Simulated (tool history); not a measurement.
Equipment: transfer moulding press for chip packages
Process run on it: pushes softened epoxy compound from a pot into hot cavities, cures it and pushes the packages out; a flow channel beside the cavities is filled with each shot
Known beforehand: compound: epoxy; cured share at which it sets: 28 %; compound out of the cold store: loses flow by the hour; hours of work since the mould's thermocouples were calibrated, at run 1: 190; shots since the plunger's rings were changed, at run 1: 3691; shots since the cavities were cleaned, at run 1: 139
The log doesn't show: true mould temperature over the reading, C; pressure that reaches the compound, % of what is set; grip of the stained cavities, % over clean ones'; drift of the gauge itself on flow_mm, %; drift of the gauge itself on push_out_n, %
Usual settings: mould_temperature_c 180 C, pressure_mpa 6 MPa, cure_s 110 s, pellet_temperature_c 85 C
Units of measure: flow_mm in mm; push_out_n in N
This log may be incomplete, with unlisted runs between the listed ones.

run	hour	mould_temperature_c	pressure_mpa	cure_s	pellet_temperature_c	hours of work since the mould's thermocouples were calibrated	shots since the plunger's rings were changed	shots since the cavities were cleaned	incoming compound's hours out of the cold store	flow_mm	push_out_n
1	0	180	6	110	85	190	3691	139	21.3	837	278
2	32.5	180	6	110	85	203	3901	349	24.1	814	339
3	62.2	180	6	110	85	215	4092	540	37.8	758	354
4	113.2	174	6	110	85	236	4420	868	32.9	782	551
# hour 130.5: cavities cleaned with cleaning compound and waxed
5	151.6	176	6	110	85	251	4658	136	31.7	799	353
6	195.1	176	6	110	85	269	4938	416	46	709	396
7	228.4	176	6	110	93	283	5152	630	43.4	711	432
8	273	176	6	110	87	301	5440	918	35.1	754	484
# hour 281.2: cavities cleaned with cleaning compound and waxed
9	300.2	176	6	102	87	311	5605	122	11.7	899	467
# hour 350.1: plunger's sealing rings changed
10	350.5	180	6	110	85	331	2	430	36.1	789	353
11	387.2	180	6	110	85	346	239	667	37.6	778	394
# hour 433.9: cavities cleaned with cleaning compound and waxed
12	434.7	180	6	99	85	365	535	5	35.4	780	284
13	462.3	180	6	99	85	376	713	183	27.5	831	372
14	488.1	180	6	99	85	387	879	349	47	723	391
# hour 534.5: mould's thermocouples calibrated
15	541.1	180	6	99	85	3	1207	677	47	729	463
16	570.4	180	6.79	119	85	15	1396	866	16.3	944	375
# hour 586.8: cavities cleaned with cleaning compound and waxed
17	607.4	172	5.86	121	89	29	1625	133	42.8	752	349
18	668.9	180	6	110	94	54	2021	529	38.2	758	377
19	705.3	178	4.7	99	77	69	2255	763	46.7	632	535
# hour 735.6: cavities cleaned with cleaning compound and waxed
20	765.2	180	5.96	119	85	93	2631	190	26.8	816	281
21	820.2	180	5.96	119	85	116	2986	545	35.4	761	316
22	860.2	180	5.96	119	85	132	3244	803	45.7	715	344
# hour 887.5: cavities cleaned with cleaning compound and waxed
23	922.8	180	6.71	141	86	157	3637	227	45.8	753	226
24	969.8	174	7	104	79	177	3940	530	14.9	967	665
25	1023.9	174	7	104	79	199	4288	878	12.4	982	728
# hour 1039.3: cavities cleaned with cleaning compound and waxed
26	1081.6	174	7	104	79	222	4650	273	32.9	845	517
27	1108.3	188	6.14	100	76	233	4822	445	16	836	324
28	1168.2	188	6.14	100	76	257	5208	831	42	693	333
# hour 1188.3: cavities cleaned with cleaning compound and waxed
29	1195.8	183	6	99	85	268	5376	49	28.1	777	262

What if the next run were any one of these 3? Each begins from the tool's condition after run 29:
A	1245.2	180	6	110	84	288	5694	367	26.2	?	?
B	1245.2	185	6.65	116	85	288	5694	367	41.6	?	?
C	1245.2	175	4.5	110	85	288	5694	367	8.6	?	?

run	flow_mm	push_out_n
A	801	359
B	740	267
C	798	532
Stripped of hidden state, with their random variation kept, the same runs would have yielded:
run	flow_mm	push_out_n
A	862	240
B	796	179
C	858	355
